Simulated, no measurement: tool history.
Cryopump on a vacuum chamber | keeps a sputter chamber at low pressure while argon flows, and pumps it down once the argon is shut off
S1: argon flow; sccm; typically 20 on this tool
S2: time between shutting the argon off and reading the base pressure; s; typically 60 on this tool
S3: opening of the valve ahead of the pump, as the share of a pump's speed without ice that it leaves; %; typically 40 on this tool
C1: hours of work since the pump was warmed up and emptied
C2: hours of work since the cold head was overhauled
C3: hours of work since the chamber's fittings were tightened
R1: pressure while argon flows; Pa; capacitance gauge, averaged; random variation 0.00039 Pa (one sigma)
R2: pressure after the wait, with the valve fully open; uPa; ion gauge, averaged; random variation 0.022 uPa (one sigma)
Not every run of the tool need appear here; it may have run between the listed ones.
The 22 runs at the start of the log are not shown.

Run 23, hour 780.8: usual settings but S1 15 sccm, S2 169 s, S3 46 %; C1 380; C2 380; C3 25. Result: R1 0.0283 Pa, R2 0.34 uPa.
Run 24, hour 824.5: usual settings but S1 11 sccm, S2 34 s, S3 44 %; C1 400; C2 400; C3 45. Result: R1 0.0228 Pa, R2 1.03 uPa.
Run 25, hour 861.7: usual settings but S1 31 sccm, S2 140 s; C1 418; C2 418; C3 63. Result: R1 0.0684 Pa, R2 0.41 uPa.
Run 26, hour 892.2: usual settings but S1 31 sccm, S2 140 s, S3 45 %; C1 432; C2 432; C3 77. Result: R1 0.0607 Pa, R2 0.39 uPa.
Run 27, hour 934.4: usual settings but S1 14 sccm, S2 24 s, S3 21 %; C1 452; C2 452; C3 97. Result: R1 0.0581 Pa, R2 1.45 uPa.
Run 28, hour 977: usual settings but S1 14 sccm, S2 71 s; C1 472; C2 472; C3 117. Result: R1 0.031 Pa, R2 0.61 uPa.
Run 29, hour 1020.7: usual settings but S1 12 sccm, S2 22 s; C1 493; C2 493; C3 138. Result: R1 0.0268 Pa, R2 1.55 uPa.
Run 30, hour 1059.7: usual settings but S1 12 sccm, S2 22 s; C1 511; C2 511; C3 156. Result: R1 0.0262 Pa, R2 1.51 uPa.
Run 31, hour 1080.2: usual settings but S1 16 sccm, S2 38 s; C1 521; C2 521; C3 166. Result: R1 0.035 Pa, R2 0.89 uPa.
Run 32, hour 1106.3: usual settings but S1 24 sccm, S2 276 s, S3 16 %; C1 533; C2 533; C3 178. Result: R1 0.1291 Pa, R2 0.31 uPa.
Run 33, hour 1132: usual settings but S1 24 sccm, S2 276 s, S3 16 %; C1 545; C2 545; C3 190. Result: R1 0.1288 Pa, R2 0.34 uPa.

Forecast each of these 5 alternatives for the next run:
Run A, hour 1178.1: usual settings but S2 161 s; C1 567; C2 567; C3 212. Result: R1 ?, R2 ?.
Run B, hour 1178.1: usual settings but S1 15 sccm, S2 104 s; C1 567; C2 567; C3 212. Result: R1 ?, R2 ?.
Run C, hour 1178.1: usual settings but S1 14 sccm, S2 22 s, S3 17 %; C1 567; C2 567; C3 212. Result: R1 ?, R2 ?.
Run D, hour 1178.1: usual settings but S1 24 sccm, S2 64 s, S3 20 %; C1 567; C2 567; C3 212. Result: R1 ?, R2 ?.
Run E, hour 1178.1: usual settings but S1 24 sccm, S2 29 s, S3 16 %; C1 567; C2 567; C3 212. Result: R1 ?, R2 ?.

run      R1    R2
  A  0.0448   0.4
  B  0.0334  0.53
  C  0.0711  1.55
  D  0.1042  0.71
  E  0.1295  1.24
Without the tool's hidden state the same runs would have given:
run      R1    R2
  A  0.0427  0.32
  B  0.0318  0.46
  C  0.0697  1.48
  D  0.1017  0.64
  E   0.127  1.17
